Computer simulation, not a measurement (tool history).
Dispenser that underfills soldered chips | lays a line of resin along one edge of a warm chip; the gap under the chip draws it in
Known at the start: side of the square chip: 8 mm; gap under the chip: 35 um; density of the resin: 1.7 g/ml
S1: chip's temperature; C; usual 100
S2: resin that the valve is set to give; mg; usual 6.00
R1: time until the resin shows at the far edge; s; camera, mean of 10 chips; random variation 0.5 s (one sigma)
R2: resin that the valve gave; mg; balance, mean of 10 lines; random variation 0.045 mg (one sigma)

run 1 hour=0.0 | S1=100 S2=6.00 | R1=57.1 R2=5.90
-- hour=5.0 new syringe of resin
run 2 hour=7.0 | S1=100 S2=6.00 | R1=46.0 R2=5.77
run 3 hour=14.4 | S1=100 S2=6.00 | R1=67.2 R2=5.80
-- hour=16.7 new syringe of resin
run 4 hour=22.2 | S1=100 S2=6.00 | R1=56.5 R2=5.79
-- hour=28.1 new syringe of resin
run 5 hour=31.0 | S1=100 S2=6.00 | R1=50.0 R2=5.72
-- hour=39.4 new syringe of resin
run 6 hour=40.2 | S1=100 S2=6.00 | R1=44.0 R2=5.76
run 7 hour=48.6 | S1=100 S2=6.00 | R1=69.0 R2=5.71
-- hour=50.6 new syringe of resin
run 8 hour=53.9 | S1=100 S2=6.00 | R1=51.7 R2=5.67
run 9 hour=61.4 | S1=100 S2=6.00 | R1=73.5 R2=5.74
-- hour=62.2 new syringe of resin
run 10 hour=68.4 | S1=100 S2=6.00 | R1=57.4 R2=5.66
-- hour=71.1 dispensing valve cleaned and set on the balance
run 11 hour=73.5 | S1=100 S2=6.00 | R1=71.1 R2=6.08
-- hour=74.5 new syringe of resin
run 12 hour=77.8 | S1=100 S2=5.74 | R1=51.9 R2=5.74
run 13 hour=84.0 | S1=100 S2=5.74 | R1=70.6 R2=5.71
-- hour=85.7 new syringe of resin
run 14 hour=90.2 | S1=100 S2=6.82 | R1=53.5 R2=6.77
-- hour=97.5 new syringe of resin
run 15 hour=99.6 | S1=100 S2=6.82 | R1=47.5 R2=6.74
run 16 hour=108.3 | S1=96 S2=7.79 | R1=81.6 R2=7.63
-- hour=109.3 new syringe of resin
run 17 hour=116.9 | S1=101 S2=7.59 | R1=59.9 R2=7.47
-- hour=121.0 new syringe of resin
run 18 hour=124.5 | S1=100 S2=5.40 | R1=51.9 R2=5.27
-- hour=132.2 new syringe of resin
run 19 hour=132.2 | S1=102 S2=7.08 | R1=39.1 R2=6.89
run 20 hour=137.9 | S1=102 S2=7.08 | R1=54.4 R2=6.85
-- hour=143.5 new syringe of resin
run 21 hour=146.9 | S1=101 S2=5.14 | R1=50.8 R2=4.99
run 22 hour=153.9 | S1=93 S2=5.14 | R1=91.8 R2=4.90
-- hour=155.0 new syringe of resin
run 23 hour=161.1 | S1=93 S2=5.14 | R1=74.8 R2=5.01
-- hour=166.2 new syringe of resin
run 24 hour=166.4 | S1=93 S2=5.14 | R1=56.2 R2=4.93
run 25 hour=171.1 | S1=112 S2=6.29 | R1=40.0 R2=5.91
-- hour=176.1 stage's temperature calibrated
run 26 hour=178.0 | S1=105 S2=6.11 | R1=59.9 R2=5.87
-- hour=179.0 new syringe of resin
run 27 hour=184.9 | S1=88 S2=7.49 | R1=74.6 R2=7.13
-- hour=190.6 new syringe of resin
run 28 hour=193.0 | S1=114 S2=6.00 | R1=31.9 R2=5.67
run 29 hour=198.1 | S1=95 S2=6.75 | R1=66.0 R2=6.36

Forecast each of these 3 alternatives for the next run:
-- hour=202.2 new syringe of resin
run A hour=202.2 | S1=102 S2=6.05 | R1=? R2=?
-- hour=202.2 new syringe of resin
run B hour=202.2 | S1=105 S2=5.31 | R1=? R2=?
-- hour=202.2 new syringe of resin
run C hour=202.2 | S1=87 S2=6.75 | R1=? R2=?

run=A R1=38.9 R2=5.77
run=B R1=36.0 R2=5.03
run=C R1=59.5 R2=6.42
Without the tool's hidden state the same runs would have given:
run=A R1=38.0 R2=6.11
run=B R1=35.0 R2=5.33
run=C R1=58.3 R2=6.80
